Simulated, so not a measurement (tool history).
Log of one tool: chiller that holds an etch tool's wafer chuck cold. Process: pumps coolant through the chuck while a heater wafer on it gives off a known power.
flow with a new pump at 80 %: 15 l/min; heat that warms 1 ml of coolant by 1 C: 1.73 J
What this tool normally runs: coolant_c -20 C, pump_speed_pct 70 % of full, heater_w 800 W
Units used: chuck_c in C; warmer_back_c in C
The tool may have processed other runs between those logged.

run	hour	coolant_c	pump_speed_pct	heater_w	chuck_c	warmer_back_c
1	0.0	-20	70	800	-12.6	2.17
2	78.0	-20	70	800	-12.7	2.17
3	133.5	-20	95	800	-14.5	1.64
4	182.3	-20	87	800	-13.9	1.78
5	246.7	-20	87	800	-14.0	1.78
6	295.8	-20	87	800	-14.0	1.84
7	372.9	-20	87	800	-14.0	1.78
8	448.3	-20	70	800	-12.7	2.19
9	520.6	-20	71	800	-12.8	2.16
10	596.8	-20	70	800	-12.7	2.20
11	647.2	-26	70	800	-18.8	2.18
12	709.0	-26	70	800	-18.7	2.18
13	770.3	-20	64	800	-11.9	2.39
14	828.1	-18	70	800	-10.7	2.21
15	911.2	-18	70	627	-12.2	1.76
16	993.1	-20	70	800	-12.5	2.22
# hour 1013.2: chiller's thermometer calibrated
17	1076.1	-20	70	800	-12.2	2.21
# hour 1093.8: coolant changed, channels flushed
18	1148.5	-17	70	800	-10.6	2.24
19	1200.9	-17	70	800	-10.7	2.23
20	1271.8	-17	70	800	-10.6	2.20
# hour 1282.4: coolant pump overhauled
21	1346.7	-14	81	719	-8.8	1.75
22	1429.3	-26	70	550	-21.5	1.55
# hour 1493.4: coolant pump overhauled, once more
23	1510.5	-26	70	550	-21.7	1.47
24	1566.1	-26	85	692	-21.2	1.52
25	1604.9	-26	85	722	-21.1	1.62
26	1680.4	-20	87	800	-14.9	1.73
27	1740.4	-20	87	800	-14.7	1.76
28	1801.1	-29	70	693	-23.7	1.79
29	1872.4	-20	97	1037	-14.0	2.04
30	1946.7	-11	97	496	-8.0	0.96
31	2024.1	-20	95	800	-15.3	1.62

Alternative continuations, all from the tool just after run 31; predict every row:
A	2072.6	-20	70	1017	?	?
B	2072.6	-20	67	844	?	?
C	2072.6	-10	63	611	?	?

run	chuck_c	warmer_back_c
A	-12.2	2.73
B	-13.1	2.32
C	-4.8	1.80
With the hidden condition removed and each run's random variation left untouched, the same runs would have given:
run	chuck_c	warmer_back_c
A	-12.3	2.70
B	-13.2	2.30
C	-4.9	1.79
